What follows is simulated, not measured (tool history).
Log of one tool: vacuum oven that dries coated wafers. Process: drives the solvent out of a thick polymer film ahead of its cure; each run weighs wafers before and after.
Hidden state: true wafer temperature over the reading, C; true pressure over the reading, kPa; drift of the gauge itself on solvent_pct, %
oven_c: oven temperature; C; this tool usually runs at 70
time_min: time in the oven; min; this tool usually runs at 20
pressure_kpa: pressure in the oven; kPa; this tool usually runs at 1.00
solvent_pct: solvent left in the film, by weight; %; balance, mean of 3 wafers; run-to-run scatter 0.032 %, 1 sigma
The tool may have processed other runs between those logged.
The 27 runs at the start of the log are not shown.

run     day  oven_c  time_min  pressure_kpa  hours of work since the thermocouples were calibrated  hours of work since the vacuum gauge was cleaned of residue  solvent_pct
 28  38.983      58        13          1.00                                                    285                                                           84        12.13
 29  40.333      70        20          0.67                                                    310                                                          109         4.80
 30  42.279      84        20          1.71                                                    346                                                          145         1.24
 31  43.146      65        22          1.97                                                    362                                                          161         7.25
 32  44.396      65        22          1.97                                                    385                                                          184         7.30
 33  45.858      65        22          0.52                                                    412                                                          211         6.33
 34  47.842      65        22          0.71                                                    448                                                          248         6.44
 35  49.604      65        34          2.22                                                    481                                                          280         5.27
 36  51.321      65        34          2.22                                                    512                                                          312         5.21
 37  52.817      63        31          1.00                                                    540                                                          339         5.60
 38  54.200      82        32          1.00                                                    565                                                          365         0.65

Each row is a separate what-if for the run after 38, all from the same tool condition, not one after another. Results?
  A  56.121      72        32          2.71                                                    601                                                          400            ?
  B  56.121      82        32          1.67                                                    601                                                          400            ?
  C  56.121      66        16          1.20                                                    601                                                          400            ?
  D  56.121      70        11          1.00                                                    601                                                          400            ?
  E  56.121      69        20          2.92                                                    601                                                          400            ?

run  solvent_pct
  A         3.26
  B         0.93
  C         8.05
  D         8.30
  E         6.52
With no hidden state in the tool, these same runs would have given:
run  solvent_pct
  A         3.41
  B         0.93
  C         8.31
  D         8.55
  E         6.78
